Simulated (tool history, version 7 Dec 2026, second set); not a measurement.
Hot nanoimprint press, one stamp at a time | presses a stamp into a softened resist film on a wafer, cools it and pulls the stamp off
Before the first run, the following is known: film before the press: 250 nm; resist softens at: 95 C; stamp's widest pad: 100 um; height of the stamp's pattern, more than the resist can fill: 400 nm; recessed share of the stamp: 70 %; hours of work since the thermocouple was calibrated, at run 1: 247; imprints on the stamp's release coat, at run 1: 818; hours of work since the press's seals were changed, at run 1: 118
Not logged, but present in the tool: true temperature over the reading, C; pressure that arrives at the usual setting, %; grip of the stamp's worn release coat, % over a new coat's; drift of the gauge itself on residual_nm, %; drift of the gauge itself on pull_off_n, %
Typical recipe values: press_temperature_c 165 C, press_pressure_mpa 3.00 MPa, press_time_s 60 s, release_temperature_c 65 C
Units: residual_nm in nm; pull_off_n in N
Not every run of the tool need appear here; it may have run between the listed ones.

run,hour,press_temperature_c,press_pressure_mpa,press_time_s,release_temperature_c,hours of work since the thermocouple was calibrated,imprints on the stamp's release coat,hours of work since the press's seals were changed,residual_nm,pull_off_n
1,0.0,165,3.00,60,65,247,818,118,122.8,140
2,9.5,165,3.00,60,56,251,842,122,123.9,153
3,16.9,165,3.00,60,65,254,861,125,123.5,142
4,22.6,175,3.00,60,65,256,875,127,79.1,142
5,26.5,175,3.00,60,65,258,885,129,79.9,144
6,30.5,175,3.00,81,65,260,895,131,70.3,145
7,34.8,165,3.00,45,65,262,906,133,136.8,141
8,40.2,165,3.00,45,65,264,920,135,136.0,142
9,44.1,165,3.00,45,65,266,929,137,134.9,144
# hour 49.0: plate thermocouple calibrated
10,55.4,157,3.00,60,65,3,950,140,165.5,146
11,62.8,157,3.00,60,65,6,969,143,164.0,144
12,71.2,165,3.00,60,65,9,990,147,118.2,142
13,77.5,165,3.00,60,65,12,1006,149,118.8,142
# hour 81.5: plate thermocouple calibrated, once more
14,85.5,165,3.00,60,65,2,1018,152,130.7,145
15,93.6,165,3.00,60,65,5,1039,155,130.5,148
16,99.8,158,3.61,32,51,8,1055,158,187.5,161
17,104.0,165,3.00,104,53,10,1065,159,107.9,158
18,108.2,175,3.00,104,53,11,1076,161,67.9,158
19,115.4,175,3.00,104,53,14,1094,164,67.7,157
20,124.1,175,3.00,104,53,18,1116,168,67.7,163
21,129.1,163,4.78,77,65,20,1128,170,105.1,151
22,138.2,165,4.75,60,69,24,1151,174,105.1,144

For run 23, what comes out?
23,145.6,175,3.00,37,65,27,1170,177,?,?

{"run 23": {"residual_nm": 100.7, "pull_off_n": 151}}
Minus the tool's unlogged condition, the same run would have read residual_nm 100.7 nm, pull_off_n 134 N.

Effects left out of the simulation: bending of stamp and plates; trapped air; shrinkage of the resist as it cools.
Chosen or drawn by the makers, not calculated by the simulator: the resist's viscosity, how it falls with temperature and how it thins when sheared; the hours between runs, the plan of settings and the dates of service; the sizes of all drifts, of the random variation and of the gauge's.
